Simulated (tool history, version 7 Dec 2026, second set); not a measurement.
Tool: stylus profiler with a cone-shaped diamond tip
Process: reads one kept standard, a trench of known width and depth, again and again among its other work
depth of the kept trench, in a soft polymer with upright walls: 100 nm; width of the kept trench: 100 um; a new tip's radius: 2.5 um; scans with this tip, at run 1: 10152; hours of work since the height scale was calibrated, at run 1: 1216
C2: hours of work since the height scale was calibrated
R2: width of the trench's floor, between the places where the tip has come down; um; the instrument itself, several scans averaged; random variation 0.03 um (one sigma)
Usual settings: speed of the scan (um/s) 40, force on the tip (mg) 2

{"run": 1, "hour": 0.0, "speed of the scan (um/s)": 40, "force on the tip (mg)": 2, "scans with this tip": 10152, "C2": 1216, "depth of the trench (nm)": 100.15, "R2": 98.09}
{"run": 2, "hour": 54.8, "speed of the scan (um/s)": 40, "force on the tip (mg)": 2, "scans with this tip": 10430, "C2": 1249, "depth of the trench (nm)": 100.07, "R2": 98.06}
{"run": 3, "hour": 85.9, "speed of the scan (um/s)": 40, "force on the tip (mg)": 2, "scans with this tip": 10587, "C2": 1268, "depth of the trench (nm)": 100.04, "R2": 98.05}
{"run": 4, "hour": 139.9, "speed of the scan (um/s)": 40, "force on the tip (mg)": 2, "scans with this tip": 10861, "C2": 1301, "depth of the trench (nm)": 100.05, "R2": 98.06}
{"run": 5, "hour": 191.0, "speed of the scan (um/s)": 40, "force on the tip (mg)": 2, "scans with this tip": 11120, "C2": 1332, "depth of the trench (nm)": 100.15, "R2": 98.02}
{"run": 6, "hour": 234.4, "speed of the scan (um/s)": 40, "force on the tip (mg)": 2, "scans with this tip": 11340, "C2": 1358, "depth of the trench (nm)": 100.05, "R2": 98}
{"run": 7, "hour": 272.7, "speed of the scan (um/s)": 11, "force on the tip (mg)": 2, "scans with this tip": 11534, "C2": 1381, "depth of the trench (nm)": 100.04, "R2": 98.2}
{"run": 8, "hour": 313.6, "speed of the scan (um/s)": 11, "force on the tip (mg)": 1.52, "scans with this tip": 11741, "C2": 1406, "depth of the trench (nm)": 99.98, "R2": 98.16}
{"run": 9, "hour": 369.6, "speed of the scan (um/s)": 11, "force on the tip (mg)": 1.52, "scans with this tip": 12025, "C2": 1440, "depth of the trench (nm)": 100.05, "R2": 98.16}
{"run": 10, "hour": 413.2, "speed of the scan (um/s)": 40, "force on the tip (mg)": 2, "scans with this tip": 12246, "C2": 1467, "depth of the trench (nm)": 100.09, "R2": 98.01}
{"run": 11, "hour": 441.3, "speed of the scan (um/s)": 23, "force on the tip (mg)": 2, "scans with this tip": 12389, "C2": 1484, "depth of the trench (nm)": 100.09, "R2": 98.17}
{"run": 12, "hour": 467.4, "speed of the scan (um/s)": 25, "force on the tip (mg)": 0.95, "scans with this tip": 12521, "C2": 1500, "depth of the trench (nm)": 99.84, "R2": 98}
{"hour": 472.7, "done": "height scale calibrated on a step standard"}
{"run": 13, "hour": 515.0, "speed of the scan (um/s)": 25, "force on the tip (mg)": 0.95, "scans with this tip": 12760, "C2": 26, "depth of the trench (nm)": 99.63, "R2": 98.03}
{"run": 14, "hour": 562.5, "speed of the scan (um/s)": 25, "force on the tip (mg)": 0.95, "scans with this tip": 13000, "C2": 54, "depth of the trench (nm)": 99.68, "R2": 98.04}
{"hour": 597.5, "done": "height scale calibrated on a step standard, once more"}
{"run": 15, "hour": 623.0, "speed of the scan (um/s)": 15, "force on the tip (mg)": 1.63, "scans with this tip": 13305, "C2": 15, "depth of the trench (nm)": 100.41, "R2": 98.18}
{"run": 16, "hour": 668.9, "speed of the scan (um/s)": 15, "force on the tip (mg)": 1.63, "scans with this tip": 13537, "C2": 43, "depth of the trench (nm)": 100.32, "R2": 98.14}
{"run": 17, "hour": 722.2, "speed of the scan (um/s)": 22, "force on the tip (mg)": 3.07, "scans with this tip": 13808, "C2": 76, "depth of the trench (nm)": 100.53, "R2": 98.14}
{"run": 18, "hour": 765.6, "speed of the scan (um/s)": 111, "force on the tip (mg)": 5.11, "scans with this tip": 14027, "C2": 102, "depth of the trench (nm)": 100.84, "R2": 97.81}
{"run": 19, "hour": 816.2, "speed of the scan (um/s)": 111, "force on the tip (mg)": 5.11, "scans with this tip": 14284, "C2": 133, "depth of the trench (nm)": 100.85, "R2": 97.7}
{"run": 20, "hour": 872.3, "speed of the scan (um/s)": 111, "force on the tip (mg)": 5.11, "scans with this tip": 14568, "C2": 167, "depth of the trench (nm)": 100.71, "R2": 97.75}
{"run": 21, "hour": 904.0, "speed of the scan (um/s)": 111, "force on the tip (mg)": 5.11, "scans with this tip": 14729, "C2": 186, "depth of the trench (nm)": 100.73, "R2": 97.74}

3 ways to go on from here, each from the tool as it stands after run 21. What would each give?
{"run": "A", "hour": 960.3, "speed of the scan (um/s)": 14, "force on the tip (mg)": 1.33, "scans with this tip": 15014, "C2": 220, "depth of the trench (nm)": "?", "R2": "?"}
{"run": "B", "hour": 960.3, "speed of the scan (um/s)": 40, "force on the tip (mg)": 0.75, "scans with this tip": 15014, "C2": 220, "depth of the trench (nm)": "?", "R2": "?"}
{"run": "C", "hour": 960.3, "speed of the scan (um/s)": 13, "force on the tip (mg)": 2, "scans with this tip": 15014, "C2": 220, "depth of the trench (nm)": "?", "R2": "?"}

run=A depth_of_the_trench_(nm)=100.25 R2=98.06
run=B depth_of_the_trench_(nm)=100.04 R2=97.8
run=C depth_of_the_trench_(nm)=100.38 R2=98.09
Without the tool's hidden state the same runs would have given:
run=A depth_of_the_trench_(nm)=100.33 R2=98.46
run=B depth_of_the_trench_(nm)=100.12 R2=98.19
run=C depth_of_the_trench_(nm)=100.46 R2=98.49
